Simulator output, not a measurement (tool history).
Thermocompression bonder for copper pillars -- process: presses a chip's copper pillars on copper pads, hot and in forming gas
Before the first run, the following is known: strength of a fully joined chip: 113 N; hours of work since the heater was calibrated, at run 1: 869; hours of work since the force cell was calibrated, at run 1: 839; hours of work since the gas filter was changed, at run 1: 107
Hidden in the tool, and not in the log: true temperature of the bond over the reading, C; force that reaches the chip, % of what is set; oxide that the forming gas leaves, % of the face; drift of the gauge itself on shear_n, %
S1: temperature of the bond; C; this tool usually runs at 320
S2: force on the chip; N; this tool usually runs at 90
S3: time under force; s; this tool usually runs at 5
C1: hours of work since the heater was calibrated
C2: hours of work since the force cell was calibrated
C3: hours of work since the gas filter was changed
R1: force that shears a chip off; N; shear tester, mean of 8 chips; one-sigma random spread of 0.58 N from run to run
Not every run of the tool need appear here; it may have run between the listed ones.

| run | hour | S1 | S2 | S3 | C1 | C2 | C3 | R1 |
|---|---|---|---|---|---|---|---|---|
| 1 | 0 | 320 | 90 | 5 | 869 | 839 | 107 | 46.1 |
|  | 30 | heater calibrated with a thermocouple chip |
| 2 | 32.6 | 300 | 90 | 5 | 1 | 852 | 120 | 32.5 |
| 3 | 84.5 | 320 | 90 | 5 | 23 | 873 | 142 | 41.4 |
| 4 | 109.3 | 320 | 90 | 5 | 33 | 884 | 153 | 40 |
| 5 | 141.1 | 339 | 90 | 5 | 47 | 897 | 166 | 47.3 |
|  | 190.9 | force cell calibrated |
| 6 | 193.4 | 320 | 90 | 5 | 68 | 1 | 187 | 38.4 |
| 7 | 249.1 | 320 | 90 | 5 | 91 | 24 | 211 | 37.5 |
| 8 | 299.5 | 295 | 55 | 6 | 113 | 46 | 232 | 21.5 |
| 9 | 352.5 | 295 | 55 | 6 | 135 | 68 | 254 | 22.3 |
|  | 359.8 | forming gas filter changed |
| 10 | 397 | 295 | 55 | 6 | 153 | 86 | 16 | 24.5 |
| 11 | 435.2 | 332 | 78 | 3 | 169 | 102 | 32 | 34.6 |
| 12 | 471.6 | 297 | 110 | 12 | 185 | 118 | 47 | 53.1 |

Results per run with the tool's hidden condition removed, run-to-run variation unchanged:
| run | R1 |
|---|---|
| 1 | 41.8 |
| 2 | 33.3 |
| 3 | 42.7 |
| 4 | 41.4 |
| 5 | 49.2 |
| 6 | 41.2 |
| 7 | 40.5 |
| 8 | 23.3 |
| 9 | 24.3 |
| 10 | 24 |
| 11 | 34.2 |
| 12 | 52.7 |
